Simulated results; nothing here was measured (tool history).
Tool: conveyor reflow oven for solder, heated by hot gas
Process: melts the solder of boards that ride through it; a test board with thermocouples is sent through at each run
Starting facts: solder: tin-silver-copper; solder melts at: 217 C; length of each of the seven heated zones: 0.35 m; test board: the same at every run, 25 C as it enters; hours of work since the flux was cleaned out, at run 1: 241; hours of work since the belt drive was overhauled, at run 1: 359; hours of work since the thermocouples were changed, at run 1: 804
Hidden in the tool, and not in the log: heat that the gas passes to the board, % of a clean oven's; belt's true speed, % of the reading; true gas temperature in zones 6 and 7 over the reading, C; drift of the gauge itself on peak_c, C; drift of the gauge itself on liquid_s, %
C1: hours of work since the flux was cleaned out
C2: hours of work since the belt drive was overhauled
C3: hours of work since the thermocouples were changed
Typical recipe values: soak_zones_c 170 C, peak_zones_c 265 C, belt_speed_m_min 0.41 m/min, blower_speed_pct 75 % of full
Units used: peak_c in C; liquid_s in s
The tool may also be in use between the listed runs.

{"run": 1, "hour": 0.0, "soak_zones_c": 170, "peak_zones_c": 265, "belt_speed_m_min": 0.41, "blower_speed_pct": 75, "C1": 241, "C2": 359, "C3": 804, "peak_c": 248, "liquid_s": 71}
{"run": 2, "hour": 20.0, "soak_zones_c": 170, "peak_zones_c": 265, "belt_speed_m_min": 0.475, "blower_speed_pct": 75, "C1": 252, "C2": 369, "C3": 815, "peak_c": 243.2, "liquid_s": 55}
{"run": 3, "hour": 36.9, "soak_zones_c": 170, "peak_zones_c": 265, "belt_speed_m_min": 0.475, "blower_speed_pct": 75, "C1": 261, "C2": 378, "C3": 824, "peak_c": 243.3, "liquid_s": 55.1}
{"run": 4, "hour": 57.3, "soak_zones_c": 170, "peak_zones_c": 265, "belt_speed_m_min": 0.41, "blower_speed_pct": 75, "C1": 272, "C2": 389, "C3": 835, "peak_c": 247.4, "liquid_s": 71.2}
{"run": 5, "hour": 68.9, "soak_zones_c": 170, "peak_zones_c": 265, "belt_speed_m_min": 0.45, "blower_speed_pct": 75, "C1": 278, "C2": 396, "C3": 841, "peak_c": 244.8, "liquid_s": 61.2}
{"run": 6, "hour": 88.5, "soak_zones_c": 170, "peak_zones_c": 265, "belt_speed_m_min": 0.45, "blower_speed_pct": 75, "C1": 289, "C2": 406, "C3": 852, "peak_c": 244.8, "liquid_s": 60.6}
{"run": 7, "hour": 111.3, "soak_zones_c": 170, "peak_zones_c": 265, "belt_speed_m_min": 0.45, "blower_speed_pct": 75, "C1": 301, "C2": 418, "C3": 864, "peak_c": 244.6, "liquid_s": 60.5}
{"run": 8, "hour": 129.3, "soak_zones_c": 170, "peak_zones_c": 265, "belt_speed_m_min": 0.45, "blower_speed_pct": 75, "C1": 311, "C2": 428, "C3": 873, "peak_c": 243.8, "liquid_s": 60.3}
{"run": 9, "hour": 149.5, "soak_zones_c": 170, "peak_zones_c": 265, "belt_speed_m_min": 0.45, "blower_speed_pct": 75, "C1": 322, "C2": 439, "C3": 884, "peak_c": 243.6, "liquid_s": 60.8}
{"hour": 164.0, "done": "flux residue cleaned out of gas plates and filters"}
{"run": 10, "hour": 172.0, "soak_zones_c": 179, "peak_zones_c": 265, "belt_speed_m_min": 0.41, "blower_speed_pct": 75, "C1": 4, "C2": 448, "C3": 894, "peak_c": 250.5, "liquid_s": 80.1}
{"run": 11, "hour": 194.3, "soak_zones_c": 170, "peak_zones_c": 265, "belt_speed_m_min": 0.41, "blower_speed_pct": 75, "C1": 16, "C2": 460, "C3": 906, "peak_c": 249.2, "liquid_s": 74.2}
{"run": 12, "hour": 214.0, "soak_zones_c": 170, "peak_zones_c": 265, "belt_speed_m_min": 0.41, "blower_speed_pct": 75, "C1": 27, "C2": 471, "C3": 916, "peak_c": 249.3, "liquid_s": 74.4}
{"run": 13, "hour": 231.3, "soak_zones_c": 170, "peak_zones_c": 265, "belt_speed_m_min": 0.41, "blower_speed_pct": 75, "C1": 36, "C2": 480, "C3": 926, "peak_c": 249.4, "liquid_s": 73.5}
{"run": 14, "hour": 258.1, "soak_zones_c": 170, "peak_zones_c": 265, "belt_speed_m_min": 0.41, "blower_speed_pct": 75, "C1": 51, "C2": 495, "C3": 940, "peak_c": 248.7, "liquid_s": 73.9}
{"run": 15, "hour": 269.2, "soak_zones_c": 170, "peak_zones_c": 265, "belt_speed_m_min": 0.41, "blower_speed_pct": 75, "C1": 57, "C2": 501, "C3": 946, "peak_c": 249.1, "liquid_s": 73.9}
{"run": 16, "hour": 288.7, "soak_zones_c": 170, "peak_zones_c": 265, "belt_speed_m_min": 0.41, "blower_speed_pct": 75, "C1": 67, "C2": 511, "C3": 956, "peak_c": 248.6, "liquid_s": 73.3}
{"run": 17, "hour": 302.7, "soak_zones_c": 170, "peak_zones_c": 265, "belt_speed_m_min": 0.41, "blower_speed_pct": 75, "C1": 75, "C2": 519, "C3": 964, "peak_c": 248.4, "liquid_s": 73.5}
{"run": 18, "hour": 316.4, "soak_zones_c": 170, "peak_zones_c": 265, "belt_speed_m_min": 0.41, "blower_speed_pct": 75, "C1": 82, "C2": 526, "C3": 971, "peak_c": 248.1, "liquid_s": 73.8}
{"run": 19, "hour": 335.6, "soak_zones_c": 163, "peak_zones_c": 270, "belt_speed_m_min": 0.42, "blower_speed_pct": 59, "C1": 92, "C2": 536, "C3": 982, "peak_c": 247, "liquid_s": 64.6}
{"run": 20, "hour": 359.6, "soak_zones_c": 163, "peak_zones_c": 256, "belt_speed_m_min": 0.417, "blower_speed_pct": 60, "C1": 105, "C2": 549, "C3": 995, "peak_c": 235.5, "liquid_s": 49.8}
{"run": 21, "hour": 372.5, "soak_zones_c": 162, "peak_zones_c": 256, "belt_speed_m_min": 0.417, "blower_speed_pct": 60, "C1": 112, "C2": 556, "C3": 1001, "peak_c": 235.4, "liquid_s": 48.9}
{"run": 22, "hour": 391.4, "soak_zones_c": 170, "peak_zones_c": 256, "belt_speed_m_min": 0.417, "blower_speed_pct": 52, "C1": 122, "C2": 566, "C3": 1012, "peak_c": 233.9, "liquid_s": 50.2}
{"run": 23, "hour": 405.2, "soak_zones_c": 170, "peak_zones_c": 256, "belt_speed_m_min": 0.417, "blower_speed_pct": 52, "C1": 130, "C2": 574, "C3": 1019, "peak_c": 234.1, "liquid_s": 49.6}
{"run": 24, "hour": 432.0, "soak_zones_c": 170, "peak_zones_c": 272, "belt_speed_m_min": 0.41, "blower_speed_pct": 75, "C1": 144, "C2": 588, "C3": 1033, "peak_c": 254.4, "liquid_s": 79.4}
{"run": 25, "hour": 449.3, "soak_zones_c": 170, "peak_zones_c": 272, "belt_speed_m_min": 0.41, "blower_speed_pct": 75, "C1": 153, "C2": 597, "C3": 1043, "peak_c": 254, "liquid_s": 78}
{"run": 26, "hour": 465.3, "soak_zones_c": 170, "peak_zones_c": 272, "belt_speed_m_min": 0.41, "blower_speed_pct": 75, "C1": 162, "C2": 606, "C3": 1051, "peak_c": 253.7, "liquid_s": 78.3}
{"run": 27, "hour": 478.0, "soak_zones_c": 180, "peak_zones_c": 265, "belt_speed_m_min": 0.413, "blower_speed_pct": 75, "C1": 169, "C2": 613, "C3": 1058, "peak_c": 248.7, "liquid_s": 78.1}
{"run": 28, "hour": 493.5, "soak_zones_c": 180, "peak_zones_c": 256, "belt_speed_m_min": 0.413, "blower_speed_pct": 83, "C1": 177, "C2": 621, "C3": 1067, "peak_c": 242.2, "liquid_s": 71.7}
{"hour": 501.3, "done": "thermocouples of zones 6 and 7 changed"}
{"run": 29, "hour": 513.1, "soak_zones_c": 179, "peak_zones_c": 274, "belt_speed_m_min": 0.362, "blower_speed_pct": 58, "C1": 187, "C2": 631, "C3": 6, "peak_c": 260.6, "liquid_s": 100.2}

How the hidden state differs across the entries between the runs, from the last listed run before each to the first after it:
After run 9, before run 10: flux residue cleaned out of gas plates and filters (hour 164)
  heat that the gas passes to the board, % of a clean oven's: 89.3 -> 99.6; belt's true speed, % of the reading: 98.92 -> 98.9; true gas temperature in zones 6 and 7 over the reading, C: -3.87 -> -3.9
  measured minus no-state result, peak_c: -5.8 -> -3.3 C; liquid_s: -6.3 -> -1.8 s
After run 28, before run 29: thermocouples of zones 6 and 7 changed (hour 501.3)
  heat that the gas passes to the board, % of a clean oven's: 93.7 -> 93.3; belt's true speed, % of the reading: 98.53 -> 98.51; true gas temperature in zones 6 and 7 over the reading, C: -4.55 -> -0.3
  measured minus no-state result, peak_c: -4.9 -> -1 C; liquid_s: -4.8 -> +0.4 s

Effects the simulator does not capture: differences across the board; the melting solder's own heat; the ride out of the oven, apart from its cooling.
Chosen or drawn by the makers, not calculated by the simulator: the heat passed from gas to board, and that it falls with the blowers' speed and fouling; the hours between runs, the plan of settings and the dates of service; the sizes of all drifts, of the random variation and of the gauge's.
